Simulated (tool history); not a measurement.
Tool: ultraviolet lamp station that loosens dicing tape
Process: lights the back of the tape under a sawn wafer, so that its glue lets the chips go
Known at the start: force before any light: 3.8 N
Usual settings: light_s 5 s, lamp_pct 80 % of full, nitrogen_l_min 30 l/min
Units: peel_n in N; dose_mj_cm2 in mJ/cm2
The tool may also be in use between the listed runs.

run    hour  light_s  lamp_pct  nitrogen_l_min  peel_n  dose_mj_cm2
  1       0        5        80              30   0.449          415
  2    48.9        5        80              30   0.454          418
  3    90.2        5        80              30   0.439          416
  4   155.1        5        80              30   0.446          409
        165  -- window cleaned of glue's vapour
  5   196.8        5        80              30   0.451          411
  6   264.3        5        80              30   0.434          417
  7   332.4        5        80              30   0.449          418
  8   385.2        5        80              30   0.443          420
  9     438        5        80              43   0.376          418
 10   483.4        5        80              43   0.375          414
 11   553.5        5        80              43   0.364          416
 12   588.3        5        80              12   0.721          416
 13   647.1        5        80              26    0.49          417
 14   681.4        8        80              30   0.232          658
 15     756        5        80              30   0.448          413
 16   833.1        5        80              30   0.438          413
 17   895.4        5        80              30   0.455          412
 18   961.5        5        80              30   0.433          413
 19   993.7        5        80              30   0.459          416
 20  1058.7        5        80              30   0.452          415
 21  1126.9        5        80              30   0.462          416
 22  1171.4        5        80              30   0.439          421
 23    1243        5        80              30   0.464          413
 24  1277.7        5        89              52   0.309          463
     1318.3  -- window cleaned of glue's vapour
 25  1319.1        5        84              31   0.391          435
 26  1369.9        5        84              17   0.554          438
 27  1433.1       10        84              48   0.185          875
 28  1509.8       10        84              48   0.188          876
 29  1582.2        5        80              20   0.546          415
 30  1652.5        5        80              20   0.541          409
 31  1728.3        5        80              20   0.548          416
 32  1779.6        5        80              20   0.547          417
 33  1853.5        2        94              10   1.793          194
 34  1905.7        2        94              10    1.76          198
 35  1975.3        2        95              52   1.026          199
 36  2013.9        2        76              31   1.463          160
 37    2073        2        76              31   1.521          160
 38  2120.2        4        87              10   0.961          362
 39    2172        5        87              24   0.439          450
 40  2217.4        7        87              15   0.344          630
 41  2268.3        5        92              30   0.351          476
 42  2321.3        5        92              30    0.36          480
 43  2363.9        3        74              20   1.211          234

Forecast each of these 3 alternatives for the next run:
  A  2397.8        6        89              30       ?            ?
  B  2397.8        4        74              41       ?            ?
  C  2397.8        6        67              37       ?            ?

run  peel_n  dose_mj_cm2
  A   0.289          549
  B   0.616          308
  C   0.406          419
Without the tool's hidden state the same runs would have given:
run  peel_n  dose_mj_cm2
  A   0.287          552
  B   0.612          309
  C   0.403          421
